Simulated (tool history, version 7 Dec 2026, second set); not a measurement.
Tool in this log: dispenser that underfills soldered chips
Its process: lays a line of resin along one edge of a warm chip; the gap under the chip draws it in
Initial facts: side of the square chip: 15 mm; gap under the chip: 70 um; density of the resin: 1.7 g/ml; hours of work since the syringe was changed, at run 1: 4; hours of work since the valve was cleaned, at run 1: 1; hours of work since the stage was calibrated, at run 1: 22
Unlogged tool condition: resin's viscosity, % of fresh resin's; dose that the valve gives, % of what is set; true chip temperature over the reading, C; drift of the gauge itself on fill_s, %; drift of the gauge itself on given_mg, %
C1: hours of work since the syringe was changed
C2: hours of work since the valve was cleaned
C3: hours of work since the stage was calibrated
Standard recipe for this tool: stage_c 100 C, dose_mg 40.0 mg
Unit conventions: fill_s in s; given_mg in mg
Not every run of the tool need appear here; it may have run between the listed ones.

{"run": 1, "hour": 0.0, "stage_c": 100, "dose_mg": 40.0, "C1": 4, "C2": 1, "C3": 22, "fill_s": 128.8, "given_mg": 39.98}
{"run": 2, "hour": 7.0, "stage_c": 100, "dose_mg": 40.0, "C1": 9, "C2": 7, "C3": 28, "fill_s": 186.9, "given_mg": 39.72}
{"hour": 9.8, "done": "new syringe of resin"}
{"run": 3, "hour": 13.6, "stage_c": 100, "dose_mg": 40.0, "C1": 3, "C2": 12, "C3": 33, "fill_s": 120.3, "given_mg": 39.45}
{"run": 4, "hour": 21.7, "stage_c": 100, "dose_mg": 40.0, "C1": 9, "C2": 18, "C3": 39, "fill_s": 188.0, "given_mg": 39.35}
{"hour": 24.1, "done": "new syringe of resin"}
{"run": 5, "hour": 28.7, "stage_c": 100, "dose_mg": 40.0, "C1": 4, "C2": 23, "C3": 45, "fill_s": 128.3, "given_mg": 39.35}
{"run": 6, "hour": 32.7, "stage_c": 95, "dose_mg": 40.0, "C1": 7, "C2": 26, "C3": 48, "fill_s": 181.0, "given_mg": 39.14}
{"hour": 38.5, "done": "new syringe of resin"}
{"run": 7, "hour": 39.0, "stage_c": 100, "dose_mg": 40.0, "C1": 0, "C2": 31, "C3": 53, "fill_s": 100.1, "given_mg": 39.0}
{"run": 8, "hour": 45.8, "stage_c": 97, "dose_mg": 39.8, "C1": 6, "C2": 36, "C3": 58, "fill_s": 158.1, "given_mg": 38.48}
{"run": 9, "hour": 50.0, "stage_c": 97, "dose_mg": 39.8, "C1": 9, "C2": 40, "C3": 61, "fill_s": 198.0, "given_mg": 38.1}
{"hour": 52.7, "done": "new syringe of resin"}
{"run": 10, "hour": 54.2, "stage_c": 97, "dose_mg": 39.8, "C1": 1, "C2": 43, "C3": 64, "fill_s": 116.5, "given_mg": 38.11}
{"run": 11, "hour": 61.9, "stage_c": 93, "dose_mg": 43.0, "C1": 7, "C2": 49, "C3": 70, "fill_s": 198.7, "given_mg": 41.28}
{"hour": 67.0, "done": "new syringe of resin"}
{"run": 12, "hour": 70.5, "stage_c": 93, "dose_mg": 35.3, "C1": 3, "C2": 55, "C3": 77, "fill_s": 145.2, "given_mg": 33.61}
{"run": 13, "hour": 76.4, "stage_c": 92, "dose_mg": 38.3, "C1": 7, "C2": 60, "C3": 82, "fill_s": 200.6, "given_mg": 36.23}

Below are 3 alternative next runs, each starting from the tool's condition after run 13. Predict each:
{"hour": 81.3, "done": "new syringe of resin"}
{"run": "A", "hour": 84.7, "stage_c": 86, "dose_mg": 43.8, "C1": 3, "C2": 66, "C3": 88, "fill_s": "?", "given_mg": "?"}
{"hour": 81.3, "done": "new syringe of resin"}
{"run": "B", "hour": 84.7, "stage_c": 97, "dose_mg": 42.8, "C1": 3, "C2": 66, "C3": 88, "fill_s": "?", "given_mg": "?"}
{"hour": 81.3, "done": "new syringe of resin"}
{"run": "C", "hour": 84.7, "stage_c": 92, "dose_mg": 51.6, "C1": 3, "C2": 66, "C3": 88, "fill_s": "?", "given_mg": "?"}

run=A fill_s=167.9 given_mg=41.08
run=B fill_s=126.6 given_mg=40.39
run=C fill_s=141.6 given_mg=48.46
What these runs would have given with no unlogged condition in the tool:
run=A fill_s=142.5 given_mg=43.51
run=B fill_s=107.2 given_mg=42.79
run=C fill_s=120.6 given_mg=51.34

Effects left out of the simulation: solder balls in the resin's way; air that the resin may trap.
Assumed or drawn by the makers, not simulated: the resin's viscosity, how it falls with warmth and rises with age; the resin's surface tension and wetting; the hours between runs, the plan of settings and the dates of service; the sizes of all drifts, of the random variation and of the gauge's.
